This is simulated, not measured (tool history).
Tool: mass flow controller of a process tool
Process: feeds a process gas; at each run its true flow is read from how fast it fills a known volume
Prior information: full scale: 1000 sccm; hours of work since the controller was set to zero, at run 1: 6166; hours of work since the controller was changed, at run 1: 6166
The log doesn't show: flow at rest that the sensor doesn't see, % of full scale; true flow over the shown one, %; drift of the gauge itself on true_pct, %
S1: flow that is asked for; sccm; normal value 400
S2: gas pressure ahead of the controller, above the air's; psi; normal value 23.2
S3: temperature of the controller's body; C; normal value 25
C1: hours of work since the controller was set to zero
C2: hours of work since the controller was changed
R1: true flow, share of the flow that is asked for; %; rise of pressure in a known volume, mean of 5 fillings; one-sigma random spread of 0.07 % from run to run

Run 1, hour 0.0: usual settings; C1 6166; C2 6166. Result: R1 99.45 %.
Run 2, hour 506.0: usual settings; C1 6335; C2 6335. Result: R1 99.49 %.
Run 3, hour 1002.4: usual settings; C1 6500; C2 6500. Result: R1 99.47 %.
Run 4, hour 1294.3: usual settings; C1 6598; C2 6598. Result: R1 99.48 %.
Run 5, hour 1669.6: usual settings; C1 6723; C2 6723. Result: R1 99.43 %.
Run 6, hour 1967.1: usual settings but S2 27.8 psi; C1 6822; C2 6822. Result: R1 99.35 %.
Run 7, hour 2450.8: usual settings but S2 32.8 psi; C1 6984; C2 6984. Result: R1 99.31 %.
Run 8, hour 2684.0: usual settings but S2 22.0 psi; C1 7061; C2 7061. Result: R1 99.67 %.
Run 9, hour 3199.5: usual settings; C1 7233; C2 7233. Result: R1 99.68 %.
Run 10, hour 3472.8: usual settings; C1 7324; C2 7324. Result: R1 99.63 %.
Run 11, hour 3743.8: usual settings but S1 164 sccm, S2 30.0 psi; C1 7415; C2 7415. Result: R1 103.24 %.
Run 12, hour 4176.1: usual settings but S1 164 sccm, S2 30.0 psi; C1 7559; C2 7559. Result: R1 103.26 %.
Run 13, hour 4460.0: usual settings but S1 587 sccm, S2 23.9 psi, S3 22 C; C1 7654; C2 7654. Result: R1 98.93 %.
Run 14, hour 4869.2: usual settings but S1 587 sccm, S2 28.4 psi, S3 22 C; C1 7790; C2 7790. Result: R1 98.80 %.
Run 15, hour 5273.0: usual settings but S1 113 sccm, S2 21.5 psi; C1 7925; C2 7925. Result: R1 107.28 %.
Run 16, hour 5637.8: usual settings but S1 113 sccm, S2 21.5 psi; C1 8047; C2 8047. Result: R1 107.47 %.
Run 17, hour 6198.6: usual settings but S2 29.3 psi; C1 8234; C2 8234. Result: R1 99.43 %.
Run 18, hour 6748.3: usual settings but S1 645 sccm, S2 35.7 psi, S3 31 C; C1 8417; C2 8417. Result: R1 98.88 %.

Each row is a separate what-if for the run after 18, all from the same tool condition, not one after another. Results?
Run A, hour 7135.2: usual settings but S1 403 sccm, S3 37 C; C1 8546; C2 8546. Result: R1 ?.
Run B, hour 7135.2: usual settings but S1 327 sccm, S2 21.6 psi, S3 31 C; C1 8546; C2 8546. Result: R1 ?.
Run C, hour 7135.2: usual settings but S1 686 sccm, S2 34.1 psi, S3 32 C; C1 8546; C2 8546. Result: R1 ?.

run      R1
  A  100.27
  B  100.67
  C   98.89
With no hidden state in the tool, these same runs would have given:
run     R1
  A  99.26
  B  98.84
  C  99.32
